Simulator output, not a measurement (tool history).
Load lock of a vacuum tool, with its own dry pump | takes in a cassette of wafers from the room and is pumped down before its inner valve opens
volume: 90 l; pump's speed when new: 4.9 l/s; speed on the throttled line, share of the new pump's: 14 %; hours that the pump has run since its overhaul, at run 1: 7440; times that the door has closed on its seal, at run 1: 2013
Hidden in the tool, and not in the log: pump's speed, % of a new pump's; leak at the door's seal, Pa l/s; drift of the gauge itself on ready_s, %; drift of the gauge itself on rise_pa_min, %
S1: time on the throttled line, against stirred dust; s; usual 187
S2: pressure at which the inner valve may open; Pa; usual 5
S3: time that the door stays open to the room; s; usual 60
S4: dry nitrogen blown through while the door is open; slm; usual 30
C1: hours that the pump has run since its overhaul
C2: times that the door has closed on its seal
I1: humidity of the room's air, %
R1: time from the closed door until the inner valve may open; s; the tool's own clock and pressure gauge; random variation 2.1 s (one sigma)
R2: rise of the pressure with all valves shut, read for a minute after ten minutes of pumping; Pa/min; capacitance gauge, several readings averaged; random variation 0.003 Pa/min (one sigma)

run 1 day=0.000 | S1=187 S2=5 S3=60 S4=30 | C1=7440 C2=2013 | I1=47.2 | R1=362.7 R2=0.015
run 2 day=21.867 | S1=187 S2=5 S3=60 S4=30 | C1=7964 C2=3672 | I1=46.7 | R1=367.7 R2=0.035
run 3 day=41.062 | S1=187 S2=5 S3=60 S4=30 | C1=8425 C2=5128 | I1=45.4 | R1=369.0 R2=0.048
run 4 day=68.421 | S1=187 S2=5 S3=60 S4=30 | C1=9082 C2=7204 | I1=46.9 | R1=369.5 R2=0.077
run 5 day=93.588 | S1=187 S2=5 S3=60 S4=30 | C1=9686 C2=9113 | I1=46.4 | R1=373.0 R2=0.103
run 6 day=118.588 | S1=187 S2=5 S3=60 S4=30 | C1=10286 C2=11010 | I1=48.2 | R1=372.2 R2=0.132
run 7 day=146.896 | S1=187 S2=5 S3=60 S4=30 | C1=10965 C2=13157 | I1=47.1 | R1=377.6 R2=0.165
run 8 day=169.546 | S1=271 S2=6 S3=60 S4=30 | C1=11509 C2=14875 | I1=45.4 | R1=447.2 R2=0.210
run 9 day=195.942 | S1=271 S2=6 S3=68 S4=18 | C1=12142 C2=16878 | I1=45.5 | R1=447.8 R2=0.246
run 10 day=210.154 | S1=183 S2=6 S3=68 S4=18 | C1=12483 C2=17956 | I1=42.9 | R1=374.0 R2=0.279
run 11 day=238.612 | S1=183 S2=6 S3=68 S4=18 | C1=13166 C2=20115 | I1=49.9 | R1=378.2 R2=0.332
run 12 day=261.404 | S1=183 S2=6 S3=68 S4=18 | C1=13713 C2=21844 | I1=46.3 | R1=381.0 R2=0.380
run 13 day=274.279 | S1=339 S2=6 S3=230 S4=18 | C1=14022 C2=22821 | I1=49.6 | R1=513.5 R2=0.430

The same runs without the tool's hidden state, with the same run-to-run variation:
run=1 R1=342.6 R2=0.006
run=2 R1=345.7 R2=0.011
run=3 R1=345.4 R2=0.006
run=4 R1=343.4 R2=0.007
run=5 R1=344.8 R2=0.006
run=6 R1=342.0 R2=0.006
run=7 R1=344.8 R2=0.006
run=8 R1=415.9 R2=0.011
run=9 R1=414.0 R2=0.005
run=10 R1=336.3 R2=0.011
run=11 R1=337.6 R2=0.010
run=12 R1=337.8 R2=0.013
run=13 R1=475.0 R2=0.030
